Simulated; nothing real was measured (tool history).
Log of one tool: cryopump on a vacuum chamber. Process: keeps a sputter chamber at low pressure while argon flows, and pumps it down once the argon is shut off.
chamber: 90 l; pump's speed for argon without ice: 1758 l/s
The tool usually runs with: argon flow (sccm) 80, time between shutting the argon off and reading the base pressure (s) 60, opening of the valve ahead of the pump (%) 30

run   hour  argon flow (sccm)  time between shutting the argon off and reading the base pressure (s)  opening of the valve ahead of the pump (%)  pressure while argon flows (Pa)  pressure after the wait (uPa)
  1    0.0                 80                                                                     60                                          30                           0.2605                           3.27
  2   12.7                 80                                                                     60                                          30                           0.2624                           3.36
  3   27.2                 80                                                                     60                                          43                           0.1830                           3.25
  4   48.7                 80                                                                     60                                          30                           0.2619                           3.43
  5   68.4                 80                                                                     60                                          30                           0.2634                           3.34
  6   98.7                 80                                                                     28                                          30                           0.2632                           4.57
     111.9  -- leaking fittings of the chamber tightened, without venting
  7  116.0                 80                                                                     60                                          30                           0.2664                           1.24
  8  131.0                 80                                                                     60                                          30                           0.2648                           1.26
  9  162.6                 80                                                                     60                                          43                           0.1867                           1.27
 10  192.9                 80                                                                     60                                          43                           0.1897                           1.31
 11  218.8                 80                                                                     60                                          30                           0.2656                           1.38
 12  238.0                 80                                                                     60                                          30                           0.2687                           1.35
 13  269.4                 80                                                                     60                                          30                           0.2679                           1.46
 14  299.7                 80                                                                     60                                          30                           0.2696                           1.44
 15  313.7                 80                                                                     60                                          30                           0.2688                           1.54
 16  340.1                 80                                                                     60                                          30                           0.2680                           1.51
 17  362.9                 80                                                                     60                                          30                           0.2706                           1.54
 18  384.8                 33                                                                     21                                          45                           0.0768                           3.35
 19  410.1                 33                                                                     21                                          45                           0.0774                           3.47
 20  433.6                 80                                                                     60                                          32                           0.2564                           1.66
 21  454.9                146                                                                     60                                          30                           0.5000                           1.70
 22  475.8                146                                                                     60                                          42                           0.3652                           1.72
 23  497.2                136                                                                     23                                          33                           0.4276                           3.29
 24  524.9                136                                                                     23                                          33                           0.4253                           3.27
 25  548.7                 97                                                                    252                                          32                           0.3170                           1.06
 26  566.8                 80                                                                     60                                          29                           0.2836                           1.82
 27  587.8                151                                                                     49                                          29                           0.5366                           2.06
 28  606.0                151                                                                     49                                          29                           0.5395                           2.16
     616.2  -- pump warmed up, emptied and cooled again
 29  641.7                129                                                                     49                                          19                           0.6533                           1.93
 30  667.1                 56                                                                     51                                          30                           0.1805                           1.99
 31  698.4                 42                                                                     60                                          30                           0.1360                           1.86
 32  720.4                 54                                                                    216                                          30                           0.1748                           1.17
 33  747.5                 43                                                                     60                                          49                           0.0862                           1.86
 34  765.1                 69                                                                     40                                          15                           0.4466                           2.38

The same runs without the tool's hidden state, with the same run-to-run variation:
Hidden state present: pump's speed, % of a pump's without ice; cold plate's temperature, K; leak into the chamber, uPa l/s; drift of the gauge itself on working_pa, %; drift of the gauge itself on base_upa, %.
run  pressure while argon flows (Pa)  pressure after the wait (uPa)
  1                           0.2550                           1.16
  2                           0.2567                           1.19
  3                           0.1771                           1.13
  4                           0.2556                           1.18
  5                           0.2566                           1.14
  6                           0.2557                           2.25
  7                           0.2584                           1.17
  8                           0.2565                           1.16
  9                           0.1778                           1.14
 10                           0.1800                           1.13
 11                           0.2555                           1.17
 12                           0.2579                           1.12
 13                           0.2565                           1.18
 14                           0.2575                           1.13
 15                           0.2564                           1.20
 16                           0.2549                           1.14
 17                           0.2569                           1.13
 18                           0.0709                           2.92
 19                           0.0712                           2.99
 20                           0.2408                           1.15
 21                           0.4704                           1.17
 22                           0.3348                           1.15
 23                           0.3981                           2.70
 24                           0.3949                           2.65
 25                           0.2941                           0.39
 26                           0.2645                           1.12
 27                           0.4995                           1.34
 28                           0.5012                           1.39
 29                           0.6514                           1.32
 30                           0.1793                           1.34
 31                           0.1348                           1.16
 32                           0.1730                           0.46
 33                           0.0844                           1.12
 34                           0.4435                           1.61
